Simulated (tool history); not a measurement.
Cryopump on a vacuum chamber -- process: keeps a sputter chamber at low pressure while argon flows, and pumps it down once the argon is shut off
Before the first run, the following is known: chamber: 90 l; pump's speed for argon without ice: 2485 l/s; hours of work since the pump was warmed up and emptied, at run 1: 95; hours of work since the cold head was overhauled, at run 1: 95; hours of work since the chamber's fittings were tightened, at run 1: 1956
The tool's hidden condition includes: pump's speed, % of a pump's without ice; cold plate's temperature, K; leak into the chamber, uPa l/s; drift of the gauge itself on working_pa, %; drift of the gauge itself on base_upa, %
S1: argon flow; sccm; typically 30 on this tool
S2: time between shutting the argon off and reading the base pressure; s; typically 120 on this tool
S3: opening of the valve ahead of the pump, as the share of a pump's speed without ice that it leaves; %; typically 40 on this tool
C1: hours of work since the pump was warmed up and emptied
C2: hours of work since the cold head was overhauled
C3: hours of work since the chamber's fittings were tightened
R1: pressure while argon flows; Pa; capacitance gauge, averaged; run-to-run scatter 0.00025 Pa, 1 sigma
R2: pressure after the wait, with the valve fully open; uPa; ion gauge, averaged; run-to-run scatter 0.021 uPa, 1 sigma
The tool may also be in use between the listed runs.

{"run": 1, "hour": 0.0, "S1": 30, "S2": 120, "S3": 40, "C1": 95, "C2": 95, "C3": 1956, "R1": 0.051, "R2": 1.01}
{"run": 2, "hour": 18.2, "S1": 30, "S2": 120, "S3": 40, "C1": 108, "C2": 108, "C3": 1969, "R1": 0.0517, "R2": 1}
{"run": 3, "hour": 38.8, "S1": 30, "S2": 120, "S3": 40, "C1": 122, "C2": 122, "C3": 1984, "R1": 0.0511, "R2": 1.01}
{"run": 4, "hour": 47.6, "S1": 30, "S2": 120, "S3": 40, "C1": 129, "C2": 129, "C3": 1990, "R1": 0.0514, "R2": 0.99}
{"run": 5, "hour": 64.2, "S1": 30, "S2": 120, "S3": 40, "C1": 141, "C2": 141, "C3": 2002, "R1": 0.0515, "R2": 0.99}
{"run": 6, "hour": 85.1, "S1": 30, "S2": 120, "S3": 40, "C1": 155, "C2": 155, "C3": 2017, "R1": 0.0512, "R2": 1.03}
{"run": 7, "hour": 99.7, "S1": 30, "S2": 120, "S3": 40, "C1": 166, "C2": 166, "C3": 2027, "R1": 0.051, "R2": 1.03}
{"run": 8, "hour": 116.3, "S1": 30, "S2": 120, "S3": 40, "C1": 178, "C2": 178, "C3": 2039, "R1": 0.052, "R2": 1.01}
{"run": 9, "hour": 135.6, "S1": 30, "S2": 120, "S3": 40, "C1": 191, "C2": 191, "C3": 2053, "R1": 0.0518, "R2": 1.06}
{"run": 10, "hour": 149.2, "S1": 30, "S2": 120, "S3": 37, "C1": 201, "C2": 201, "C3": 2063, "R1": 0.0559, "R2": 1}
{"run": 11, "hour": 165.0, "S1": 30, "S2": 120, "S3": 37, "C1": 212, "C2": 212, "C3": 2074, "R1": 0.0554, "R2": 1.05}
{"run": 12, "hour": 179.0, "S1": 30, "S2": 84, "S3": 40, "C1": 222, "C2": 222, "C3": 2084, "R1": 0.0513, "R2": 1.17}
{"run": 13, "hour": 196.8, "S1": 30, "S2": 120, "S3": 40, "C1": 235, "C2": 235, "C3": 2097, "R1": 0.0517, "R2": 1.04}
{"run": 14, "hour": 217.3, "S1": 30, "S2": 120, "S3": 21, "C1": 250, "C2": 250, "C3": 2111, "R1": 0.0977, "R2": 1.02}
{"run": 15, "hour": 231.7, "S1": 30, "S2": 120, "S3": 40, "C1": 260, "C2": 260, "C3": 2121, "R1": 0.0514, "R2": 1.03}
{"run": 16, "hour": 246.7, "S1": 30, "S2": 120, "S3": 40, "C1": 271, "C2": 271, "C3": 2132, "R1": 0.0515, "R2": 1.05}
{"run": 17, "hour": 255.9, "S1": 30, "S2": 120, "S3": 40, "C1": 277, "C2": 277, "C3": 2139, "R1": 0.0515, "R2": 1.08}
{"run": 18, "hour": 267.3, "S1": 13, "S2": 90, "S3": 26, "C1": 285, "C2": 285, "C3": 2147, "R1": 0.0343, "R2": 1.18}
{"run": 19, "hour": 280.3, "S1": 30, "S2": 37, "S3": 17, "C1": 294, "C2": 294, "C3": 2156, "R1": 0.1204, "R2": 1.9}
{"run": 20, "hour": 293.6, "S1": 25, "S2": 120, "S3": 18, "C1": 304, "C2": 304, "C3": 2165, "R1": 0.0953, "R2": 1.06}
{"run": 21, "hour": 308.4, "S1": 25, "S2": 42, "S3": 35, "C1": 314, "C2": 314, "C3": 2176, "R1": 0.0491, "R2": 1.76}
{"run": 22, "hour": 328.4, "S1": 13, "S2": 87, "S3": 17, "C1": 329, "C2": 329, "C3": 2190, "R1": 0.0521, "R2": 1.23}
{"run": 23, "hour": 344.8, "S1": 45, "S2": 93, "S3": 32, "C1": 340, "C2": 340, "C3": 2202, "R1": 0.0973, "R2": 1.16}
{"run": 24, "hour": 365.9, "S1": 54, "S2": 120, "S3": 26, "C1": 355, "C2": 355, "C3": 2217, "R1": 0.1427, "R2": 1.1}
{"run": 25, "hour": 383.6, "S1": 54, "S2": 120, "S3": 26, "C1": 368, "C2": 368, "C3": 2230, "R1": 0.1431, "R2": 1.06}
{"run": 26, "hour": 398.1, "S1": 30, "S2": 122, "S3": 40, "C1": 378, "C2": 378, "C3": 2240, "R1": 0.0522, "R2": 1.09}
{"run": 27, "hour": 414.1, "S1": 30, "S2": 20, "S3": 40, "C1": 390, "C2": 390, "C3": 2251, "R1": 0.0523, "R2": 2.94}
{"run": 28, "hour": 427.9, "S1": 17, "S2": 283, "S3": 50, "C1": 400, "C2": 400, "C3": 2261, "R1": 0.024, "R2": 0.83}
{"run": 29, "hour": 446.0, "S1": 28, "S2": 43, "S3": 15, "C1": 412, "C2": 412, "C3": 2274, "R1": 0.1281, "R2": 1.81}
{"run": 30, "hour": 465.1, "S1": 60, "S2": 43, "S3": 24, "C1": 426, "C2": 426, "C3": 2288, "R1": 0.1724, "R2": 1.78}
{"run": 31, "hour": 478.5, "S1": 60, "S2": 43, "S3": 24, "C1": 436, "C2": 436, "C3": 2297, "R1": 0.1722, "R2": 1.78}
{"run": 32, "hour": 494.1, "S1": 26, "S2": 26, "S3": 23, "C1": 447, "C2": 447, "C3": 2308, "R1": 0.0781, "R2": 2.47}
{"run": 33, "hour": 509.1, "S1": 30, "S2": 38, "S3": 24, "C1": 457, "C2": 457, "C3": 2319, "R1": 0.0868, "R2": 1.94}
{"run": 34, "hour": 519.3, "S1": 31, "S2": 161, "S3": 22, "C1": 465, "C2": 465, "C3": 2326, "R1": 0.0966, "R2": 1.08}

Here are 3 independent what-if runs from the current tool condition. What would each one return?
{"run": "A", "hour": 537.8, "S1": 16, "S2": 120, "S3": 40, "C1": 478, "C2": 478, "C3": 2339, "R1": "?", "R2": "?"}
{"run": "B", "hour": 537.8, "S1": 31, "S2": 176, "S3": 22, "C1": 478, "C2": 478, "C3": 2339, "R1": "?", "R2": "?"}
{"run": "C", "hour": 537.8, "S1": 56, "S2": 102, "S3": 39, "C1": 478, "C2": 478, "C3": 2339, "R1": "?", "R2": "?"}

run=A R1=0.0281 R2=1.13
run=B R1=0.0979 R2=0.99
run=C R1=0.1005 R2=1.21
With the hidden condition removed and each run's random variation left untouched, the same runs would have given:
run=A R1=0.0274 R2=0.51
run=B R1=0.0964 R2=0.36
run=C R1=0.0979 R2=0.57
